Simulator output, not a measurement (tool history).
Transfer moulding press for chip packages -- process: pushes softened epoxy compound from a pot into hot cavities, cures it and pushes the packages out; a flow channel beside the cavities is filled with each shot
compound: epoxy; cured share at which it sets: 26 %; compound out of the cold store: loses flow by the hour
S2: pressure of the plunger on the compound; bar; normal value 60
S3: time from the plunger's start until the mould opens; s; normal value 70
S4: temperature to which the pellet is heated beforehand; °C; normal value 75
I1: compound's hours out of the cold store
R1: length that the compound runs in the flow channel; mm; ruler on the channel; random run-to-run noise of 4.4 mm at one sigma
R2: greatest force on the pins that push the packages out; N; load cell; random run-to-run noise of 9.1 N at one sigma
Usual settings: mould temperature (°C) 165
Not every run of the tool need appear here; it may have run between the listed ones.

run 1 hour=0 | mould_temperature_(°C)=165 S2=60 S3=70 S4=75 | I1=32.3 | R1=697 R2=442
run 2 hour=12 | mould_temperature_(°C)=165 S2=60 S3=70 S4=75 | I1=34.8 | R1=668 R2=503
run 3 hour=20.1 | mould_temperature_(°C)=165 S2=60 S3=70 S4=75 | I1=43.1 | R1=649 R2=561
run 4 hour=30.1 | mould_temperature_(°C)=165 S2=60 S3=70 S4=75 | I1=47.7 | R1=625 R2=610
-- hour=37.3 cavities cleaned with cleaning compound and waxed
run 5 hour=40.8 | mould_temperature_(°C)=173 S2=60 S3=70 S4=75 | I1=34.2 | R1=656 R2=395
run 6 hour=56.6 | mould_temperature_(°C)=173 S2=60 S3=70 S4=75 | I1=26.5 | R1=687 R2=519
run 7 hour=69.9 | mould_temperature_(°C)=165 S2=60 S3=70 S4=78 | I1=37.4 | R1=662 R2=580
-- hour=80 cavities cleaned with cleaning compound and waxed
run 8 hour=82.2 | mould_temperature_(°C)=165 S2=60 S3=70 S4=78 | I1=9.2 | R1=784 R2=435
run 9 hour=97.9 | mould_temperature_(°C)=165 S2=60 S3=70 S4=78 | I1=26.6 | R1=709 R2=507
run 10 hour=112.9 | mould_temperature_(°C)=165 S2=60 S3=70 S4=78 | I1=9.9 | R1=780 R2=589
-- hour=122.9 cavities cleaned with cleaning compound and waxed
run 11 hour=130.3 | mould_temperature_(°C)=165 S2=60 S3=70 S4=78 | I1=17.9 | R1=741 R2=469
run 12 hour=141.9 | mould_temperature_(°C)=165 S2=60 S3=70 S4=78 | I1=11.3 | R1=766 R2=546
-- hour=147.6 plunger's sealing rings changed
run 13 hour=158.2 | mould_temperature_(°C)=165 S2=60 S3=70 S4=78 | I1=29.1 | R1=729 R2=600
-- hour=168.6 cavities cleaned with cleaning compound and waxed
run 14 hour=175.7 | mould_temperature_(°C)=165 S2=60 S3=70 S4=78 | I1=8 | R1=820 R2=464
-- hour=179.1 mould's thermocouples calibrated
run 15 hour=188.1 | mould_temperature_(°C)=168 S2=48.9 S3=91 S4=84 | I1=38.4 | R1=606 R2=486
run 16 hour=200.4 | mould_temperature_(°C)=167 S2=48.9 S3=57 S4=72 | I1=19.9 | R1=678 R2=680
run 17 hour=207.1 | mould_temperature_(°C)=171 S2=60 S3=69 S4=78 | I1=43.6 | R1=640 R2=554
-- hour=213.2 cavities cleaned with cleaning compound and waxed
run 18 hour=222.8 | mould_temperature_(°C)=167 S2=46.6 S3=76 S4=70 | I1=31.8 | R1=612 R2=454
run 19 hour=235.6 | mould_temperature_(°C)=167 S2=46.6 S3=76 S4=70 | I1=14.5 | R1=686 R2=519
run 20 hour=251.2 | mould_temperature_(°C)=167 S2=46.6 S3=76 S4=70 | I1=16.2 | R1=674 R2=573
-- hour=255.2 cavities cleaned with cleaning compound and waxed
-- hour=258.4 mould's thermocouples calibrated, once more
run 21 hour=270.6 | mould_temperature_(°C)=167 S2=46.6 S3=76 S4=70 | I1=16.6 | R1=674 R2=483
run 22 hour=279.2 | mould_temperature_(°C)=167 S2=46.6 S3=76 S4=70 | I1=13.3 | R1=686 R2=525
run 23 hour=294.4 | mould_temperature_(°C)=166 S2=45.2 S3=51 S4=77 | I1=34.3 | R1=593 R2=916
-- hour=299.7 cavities cleaned with cleaning compound and waxed
run 24 hour=306.8 | mould_temperature_(°C)=166 S2=45.2 S3=51 S4=77 | I1=16.8 | R1=661 R2=716
run 25 hour=322.5 | mould_temperature_(°C)=158 S2=60.1 S3=87 S4=77 | I1=14.8 | R1=796 R2=570
run 26 hour=333.3 | mould_temperature_(°C)=159 S2=60.1 S3=87 S4=77 | I1=22.1 | R1=753 R2=608
-- hour=342.9 cavities cleaned with cleaning compound and waxed
run 27 hour=347.1 | mould_temperature_(°C)=159 S2=60.1 S3=87 S4=77 | I1=45.4 | R1=656 R2=432
run 28 hour=360.4 | mould_temperature_(°C)=159 S2=73.6 S3=79 S4=77 | I1=36.7 | R1=763 R2=582

Measured minus without-hidden-state, run by run (identical run-to-run variation in each term; gauge scatter may differ):
The hidden state here: true mould temperature over the reading, C; pressure that reaches the compound, % of what is set; grip of the stained cavities, % over clean ones'; drift of the gauge itself on flow_mm, %; drift of the gauge itself on push_out_n, %.
run=1 R1=-22 R2=+38
run=2 R1=-23 R2=+116
run=3 R1=-22 R2=+165
run=4 R1=-24 R2=+205
run=5 R1=-26 R2=+37
run=6 R1=-29 R2=+139
run=7 R1=-30 R2=+191
run=8 R1=-37 R2=+15
run=9 R1=-37 R2=+118
run=10 R1=-43 R2=+190
run=11 R1=-43 R2=+59
run=12 R1=-47 R2=+133
run=13 R1=-5 R2=+195
run=14 R1=-8 R2=+53
run=15 R1=-8 R2=+120
run=16 R1=-11 R2=+189
run=17 R1=-11 R2=+195
run=18 R1=-12 R2=+69
run=19 R1=-16 R2=+144
run=20 R1=-18 R2=+205
run=21 R1=-16 R2=+100
run=22 R1=-17 R2=+147
run=23 R1=-17 R2=+317
run=24 R1=-21 R2=+77
run=25 R1=-28 R2=+153
run=26 R1=-28 R2=+206
run=27 R1=-26 R2=+43
run=28 R1=-33 R2=+143

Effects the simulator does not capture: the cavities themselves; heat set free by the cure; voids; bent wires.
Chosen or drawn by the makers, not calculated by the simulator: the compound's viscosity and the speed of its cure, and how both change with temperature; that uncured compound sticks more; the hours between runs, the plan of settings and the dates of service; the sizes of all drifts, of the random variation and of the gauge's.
